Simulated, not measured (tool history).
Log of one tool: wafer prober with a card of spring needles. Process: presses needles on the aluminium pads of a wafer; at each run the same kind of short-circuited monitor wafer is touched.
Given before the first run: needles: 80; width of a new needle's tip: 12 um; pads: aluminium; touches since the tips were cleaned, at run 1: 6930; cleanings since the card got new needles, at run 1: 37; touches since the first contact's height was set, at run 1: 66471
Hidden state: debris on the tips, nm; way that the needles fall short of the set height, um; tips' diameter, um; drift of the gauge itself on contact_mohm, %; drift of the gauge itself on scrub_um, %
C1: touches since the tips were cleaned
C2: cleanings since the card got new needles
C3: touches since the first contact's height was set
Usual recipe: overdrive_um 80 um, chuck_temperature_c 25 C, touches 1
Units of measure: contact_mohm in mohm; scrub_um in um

{"run": 1, "hour": 0.0, "overdrive_um": 80, "chuck_temperature_c": 25, "touches": 1, "C1": 6930, "C2": 37, "C3": 66471, "contact_mohm": 99, "scrub_um": 22.33}
{"hour": 1.5, "done": "tips cleaned on abrasive film"}
{"hour": 14.4, "done": "tips cleaned on abrasive film"}
{"run": 2, "hour": 16.6, "overdrive_um": 80, "chuck_temperature_c": 25, "touches": 1, "C1": 1366, "C2": 39, "C3": 76892, "contact_mohm": 98, "scrub_um": 22.3}
{"hour": 26.8, "done": "tips cleaned on abrasive film"}
{"run": 3, "hour": 32.2, "overdrive_um": 80, "chuck_temperature_c": 25, "touches": 1, "C1": 3418, "C2": 40, "C3": 86748, "contact_mohm": 98, "scrub_um": 22.3}
{"hour": 33.9, "done": "height of the first contact set anew"}
{"hour": 39.6, "done": "tips cleaned on abrasive film"}
{"run": 4, "hour": 43.6, "overdrive_um": 73, "chuck_temperature_c": 25, "touches": 1, "C1": 2542, "C2": 41, "C3": 6133, "contact_mohm": 100, "scrub_um": 20.31}
{"hour": 53.2, "done": "tips cleaned on abrasive film"}
{"run": 5, "hour": 58.3, "overdrive_um": 78, "chuck_temperature_c": 25, "touches": 1, "C1": 3256, "C2": 42, "C3": 15418, "contact_mohm": 101, "scrub_um": 21.71}
{"hour": 66.1, "done": "tips cleaned on abrasive film"}
{"run": 6, "hour": 71.2, "overdrive_um": 78, "chuck_temperature_c": 25, "touches": 1, "C1": 3222, "C2": 43, "C3": 23516, "contact_mohm": 99, "scrub_um": 21.71}
{"hour": 78.3, "done": "tips cleaned on abrasive film"}
{"run": 7, "hour": 82.6, "overdrive_um": 80, "chuck_temperature_c": 25, "touches": 1, "C1": 2755, "C2": 44, "C3": 30738, "contact_mohm": 100, "scrub_um": 22.24}
{"hour": 91.1, "done": "tips cleaned on abrasive film"}
{"run": 8, "hour": 99.6, "overdrive_um": 80, "chuck_temperature_c": 25, "touches": 1, "C1": 5425, "C2": 45, "C3": 41466, "contact_mohm": 100, "scrub_um": 22.23}
{"hour": 104.2, "done": "tips cleaned on abrasive film"}
{"run": 9, "hour": 115.5, "overdrive_um": 80, "chuck_temperature_c": 25, "touches": 1, "C1": 7201, "C2": 46, "C3": 51520, "contact_mohm": 100, "scrub_um": 22.19}
{"hour": 117.6, "done": "tips cleaned on abrasive film"}
{"hour": 130.5, "done": "tips cleaned on abrasive film"}
{"run": 10, "hour": 130.5, "overdrive_um": 80, "chuck_temperature_c": 25, "touches": 1, "C1": 0, "C2": 48, "C3": 60926, "contact_mohm": 99, "scrub_um": 22.19}
{"hour": 143.0, "done": "tips cleaned on abrasive film"}
{"run": 11, "hour": 144.0, "overdrive_um": 80, "chuck_temperature_c": 25, "touches": 2, "C1": 669, "C2": 49, "C3": 69424, "contact_mohm": 97, "scrub_um": 22.13}
{"hour": 156.3, "done": "tips cleaned on abrasive film"}
{"run": 12, "hour": 160.7, "overdrive_um": 80, "chuck_temperature_c": 25, "touches": 2, "C1": 2775, "C2": 50, "C3": 79956, "contact_mohm": 100, "scrub_um": 22.15}
{"hour": 168.6, "done": "tips cleaned on abrasive film"}
{"hour": 172.4, "done": "height of the first contact set anew"}
{"run": 13, "hour": 175.5, "overdrive_um": 80, "chuck_temperature_c": 25, "touches": 2, "C1": 4192, "C2": 51, "C3": 1959, "contact_mohm": 101, "scrub_um": 22.15}
{"hour": 182.0, "done": "tips cleaned on abrasive film"}
{"run": 14, "hour": 184.7, "overdrive_um": 80, "chuck_temperature_c": 25, "touches": 2, "C1": 1726, "C2": 52, "C3": 7740, "contact_mohm": 100, "scrub_um": 22.11}
{"hour": 195.3, "done": "tips cleaned on abrasive film"}
{"run": 15, "hour": 198.5, "overdrive_um": 70, "chuck_temperature_c": 47, "touches": 1, "C1": 2011, "C2": 53, "C3": 16438, "contact_mohm": 102, "scrub_um": 19.35}
{"hour": 208.1, "done": "tips cleaned on abrasive film"}
{"run": 16, "hour": 210.9, "overdrive_um": 84, "chuck_temperature_c": 68, "touches": 1, "C1": 1728, "C2": 54, "C3": 24244, "contact_mohm": 104, "scrub_um": 23.21}
{"hour": 220.4, "done": "tips cleaned on abrasive film"}
{"run": 17, "hour": 226.3, "overdrive_um": 63, "chuck_temperature_c": 72, "touches": 2, "C1": 3737, "C2": 55, "C3": 33982, "contact_mohm": 108, "scrub_um": 17.37}
{"hour": 233.0, "done": "tips cleaned on abrasive film"}
{"run": 18, "hour": 239.3, "overdrive_um": 63, "chuck_temperature_c": 70, "touches": 3, "C1": 4048, "C2": 56, "C3": 42228, "contact_mohm": 111, "scrub_um": 17.39}
{"hour": 246.1, "done": "tips cleaned on abrasive film"}
{"run": 19, "hour": 253.0, "overdrive_um": 99, "chuck_temperature_c": 43, "touches": 1, "C1": 4400, "C2": 57, "C3": 50866, "contact_mohm": 100, "scrub_um": 27.27}
{"hour": 259.1, "done": "tips cleaned on abrasive film"}
{"run": 20, "hour": 261.6, "overdrive_um": 80, "chuck_temperature_c": 104, "touches": 2, "C1": 1550, "C2": 58, "C3": 56222, "contact_mohm": 110, "scrub_um": 22.04}
{"hour": 263.3, "done": "gauge calibrated"}
{"hour": 272.1, "done": "tips cleaned on abrasive film"}
{"run": 21, "hour": 274.7, "overdrive_um": 67, "chuck_temperature_c": 104, "touches": 2, "C1": 1656, "C2": 59, "C3": 64516, "contact_mohm": 110, "scrub_um": 18.72}
{"hour": 284.4, "done": "tips cleaned on abrasive film"}
{"run": 22, "hour": 289.0, "overdrive_um": 80, "chuck_temperature_c": 31, "touches": 1, "C1": 2912, "C2": 60, "C3": 73516, "contact_mohm": 99, "scrub_um": 22.32}
{"hour": 298.1, "done": "tips cleaned on abrasive film"}
{"run": 23, "hour": 300.6, "overdrive_um": 80, "chuck_temperature_c": 55, "touches": 1, "C1": 1541, "C2": 61, "C3": 80807, "contact_mohm": 102, "scrub_um": 22.28}
{"hour": 311.1, "done": "tips cleaned on abrasive film"}
{"hour": 311.4, "done": "height of the first contact set anew"}
{"run": 24, "hour": 311.4, "overdrive_um": 80, "chuck_temperature_c": 55, "touches": 1, "C1": 0, "C2": 62, "C3": 0, "contact_mohm": 102, "scrub_um": 22.28}
{"hour": 323.7, "done": "tips cleaned on abrasive film"}
{"run": 25, "hour": 328.4, "overdrive_um": 65, "chuck_temperature_c": 62, "touches": 3, "C1": 2961, "C2": 63, "C3": 10731, "contact_mohm": 105, "scrub_um": 18.06}
{"hour": 336.0, "done": "tips cleaned on abrasive film"}
{"run": 26, "hour": 343.3, "overdrive_um": 80, "chuck_temperature_c": 27, "touches": 1, "C1": 4621, "C2": 64, "C3": 20123, "contact_mohm": 98, "scrub_um": 22.22}
{"hour": 348.2, "done": "tips cleaned on abrasive film"}
{"run": 27, "hour": 353.2, "overdrive_um": 88, "chuck_temperature_c": 101, "touches": 2, "C1": 3181, "C2": 65, "C3": 26367, "contact_mohm": 107, "scrub_um": 24.43}
{"hour": 360.6, "done": "tips cleaned on abrasive film"}
{"run": 28, "hour": 361.1, "overdrive_um": 88, "chuck_temperature_c": 101, "touches": 2, "C1": 297, "C2": 66, "C3": 31331, "contact_mohm": 108, "scrub_um": 24.45}

Predict each of these 3 candidate next runs independently; none follows another, all start after run 28:
{"run": "A", "hour": 372.4, "overdrive_um": 80, "chuck_temperature_c": 25, "touches": 3, "C1": 7463, "C2": 66, "C3": 38497, "contact_mohm": "?", "scrub_um": "?"}
{"run": "B", "hour": 372.4, "overdrive_um": 88, "chuck_temperature_c": 101, "touches": 1, "C1": 7463, "C2": 66, "C3": 38497, "contact_mohm": "?", "scrub_um": "?"}
{"run": "C", "hour": 372.4, "overdrive_um": 73, "chuck_temperature_c": 88, "touches": 2, "C1": 7463, "C2": 66, "C3": 38497, "contact_mohm": "?", "scrub_um": "?"}

run=A contact_mohm=101 scrub_um=22.2
run=B contact_mohm=108 scrub_um=24.47
run=C contact_mohm=108 scrub_um=20.28
Without the tool's hidden state the same runs would have given:
run=A contact_mohm=101 scrub_um=22.33
run=B contact_mohm=108 scrub_um=24.6
run=C contact_mohm=108 scrub_um=20.39

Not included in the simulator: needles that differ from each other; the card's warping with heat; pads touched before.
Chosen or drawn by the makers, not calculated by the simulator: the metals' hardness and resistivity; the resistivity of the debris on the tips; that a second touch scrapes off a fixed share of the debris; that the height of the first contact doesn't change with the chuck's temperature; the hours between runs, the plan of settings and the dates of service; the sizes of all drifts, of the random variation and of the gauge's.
